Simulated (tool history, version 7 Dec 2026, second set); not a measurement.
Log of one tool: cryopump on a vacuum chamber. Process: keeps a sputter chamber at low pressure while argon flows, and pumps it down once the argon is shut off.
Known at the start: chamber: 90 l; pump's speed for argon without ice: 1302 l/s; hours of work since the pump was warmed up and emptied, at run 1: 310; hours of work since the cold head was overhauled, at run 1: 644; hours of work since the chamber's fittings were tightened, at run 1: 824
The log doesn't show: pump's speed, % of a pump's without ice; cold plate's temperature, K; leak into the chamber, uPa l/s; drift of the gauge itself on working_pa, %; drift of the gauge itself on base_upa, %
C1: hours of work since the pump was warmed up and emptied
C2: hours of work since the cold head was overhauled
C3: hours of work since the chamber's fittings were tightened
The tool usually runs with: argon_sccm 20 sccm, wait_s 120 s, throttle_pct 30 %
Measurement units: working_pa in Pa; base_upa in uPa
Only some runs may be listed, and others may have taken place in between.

run 1 hour=0.0 | argon_sccm=20 wait_s=120 throttle_pct=30 | C1=310 C2=644 C3=824 | working_pa=0.0905 base_upa=1.50
run 2 hour=12.5 | argon_sccm=20 wait_s=120 throttle_pct=30 | C1=321 C2=654 C3=835 | working_pa=0.0904 base_upa=1.47
-- hour=31.1 pump warmed up, emptied and cooled again
run 3 hour=43.2 | argon_sccm=20 wait_s=120 throttle_pct=30 | C1=10 C2=676 C3=856 | working_pa=0.0876 base_upa=1.42
run 4 hour=61.4 | argon_sccm=20 wait_s=120 throttle_pct=30 | C1=25 C2=691 C3=871 | working_pa=0.0868 base_upa=1.38
run 5 hour=72.9 | argon_sccm=20 wait_s=120 throttle_pct=30 | C1=34 C2=700 C3=880 | working_pa=0.0876 base_upa=1.44
run 6 hour=92.7 | argon_sccm=20 wait_s=120 throttle_pct=30 | C1=51 C2=716 C3=897 | working_pa=0.0878 base_upa=1.34
run 7 hour=116.3 | argon_sccm=20 wait_s=120 throttle_pct=30 | C1=70 C2=736 C3=916 | working_pa=0.0884 base_upa=1.43
run 8 hour=137.3 | argon_sccm=20 wait_s=120 throttle_pct=30 | C1=88 C2=753 C3=933 | working_pa=0.0876 base_upa=1.47
run 9 hour=155.9 | argon_sccm=20 wait_s=120 throttle_pct=30 | C1=103 C2=768 C3=949 | working_pa=0.0877 base_upa=1.44
run 10 hour=179.9 | argon_sccm=20 wait_s=120 throttle_pct=30 | C1=123 C2=788 C3=969 | working_pa=0.0888 base_upa=1.48
run 11 hour=191.9 | argon_sccm=10 wait_s=120 throttle_pct=30 | C1=133 C2=798 C3=978 | working_pa=0.0444 base_upa=1.50
run 12 hour=211.8 | argon_sccm=10 wait_s=120 throttle_pct=30 | C1=149 C2=815 C3=995 | working_pa=0.0448 base_upa=1.46
run 13 hour=227.4 | argon_sccm=10 wait_s=120 throttle_pct=30 | C1=162 C2=827 C3=1008 | working_pa=0.0447 base_upa=1.49
run 14 hour=246.7 | argon_sccm=10 wait_s=120 throttle_pct=30 | C1=178 C2=843 C3=1024 | working_pa=0.0440 base_upa=1.48
run 15 hour=264.7 | argon_sccm=10 wait_s=56 throttle_pct=22 | C1=193 C2=858 C3=1038 | working_pa=0.0605 base_upa=2.62
run 16 hour=281.9 | argon_sccm=38 wait_s=61 throttle_pct=28 | C1=207 C2=872 C3=1053 | working_pa=0.1825 base_upa=2.38
run 17 hour=294.3 | argon_sccm=10 wait_s=45 throttle_pct=16 | C1=217 C2=883 C3=1063 | working_pa=0.0830 base_upa=3.04
run 18 hour=320.6 | argon_sccm=20 wait_s=120 throttle_pct=26 | C1=239 C2=904 C3=1085 | working_pa=0.1033 base_upa=1.51
run 19 hour=340.8 | argon_sccm=15 wait_s=78 throttle_pct=33 | C1=255 C2=921 C3=1101 | working_pa=0.0607 base_upa=1.98
run 20 hour=366.6 | argon_sccm=15 wait_s=78 throttle_pct=33 | C1=277 C2=942 C3=1122 | working_pa=0.0614 base_upa=2.06
run 21 hour=387.5 | argon_sccm=9 wait_s=78 throttle_pct=58 | C1=294 C2=959 C3=1140 | working_pa=0.0219 base_upa=2.04
run 22 hour=407.7 | argon_sccm=9 wait_s=78 throttle_pct=58 | C1=310 C2=976 C3=1156 | working_pa=0.0224 base_upa=2.08
run 23 hour=423.9 | argon_sccm=9 wait_s=78 throttle_pct=58 | C1=324 C2=989 C3=1170 | working_pa=0.0225 base_upa=2.07
-- hour=438.5 pump warmed up, emptied and cooled again
run 24 hour=445.0 | argon_sccm=9 wait_s=78 throttle_pct=58 | C1=5 C2=1003 C3=1183 | working_pa=0.0209 base_upa=1.93
run 25 hour=457.7 | argon_sccm=13 wait_s=35 throttle_pct=20 | C1=16 C2=1013 C3=1193 | working_pa=0.0850 base_upa=3.64

Below are 4 alternative next runs, each starting from the tool's condition after run 25. Predict each:
run A hour=481.1 | argon_sccm=11 wait_s=35 throttle_pct=16 | C1=35 C2=1032 C3=1213 | working_pa=? base_upa=?
run B hour=481.1 | argon_sccm=20 wait_s=120 throttle_pct=60 | C1=35 C2=1032 C3=1213 | working_pa=? base_upa=?
run C hour=481.1 | argon_sccm=9 wait_s=98 throttle_pct=31 | C1=35 C2=1032 C3=1213 | working_pa=? base_upa=?
run D hour=481.1 | argon_sccm=14 wait_s=240 throttle_pct=23 | C1=35 C2=1032 C3=1213 | working_pa=? base_upa=?

run=A working_pa=0.0906 base_upa=3.65
run=B working_pa=0.0454 base_upa=1.58
run=C working_pa=0.0380 base_upa=1.75
run=D working_pa=0.0796 base_upa=1.07
Without the tool's unlogged condition, the same runs would have read:
run=A working_pa=0.0900 base_upa=3.23
run=B working_pa=0.0443 base_upa=1.14
run=C working_pa=0.0375 base_upa=1.32
run=D working_pa=0.0788 base_upa=0.66
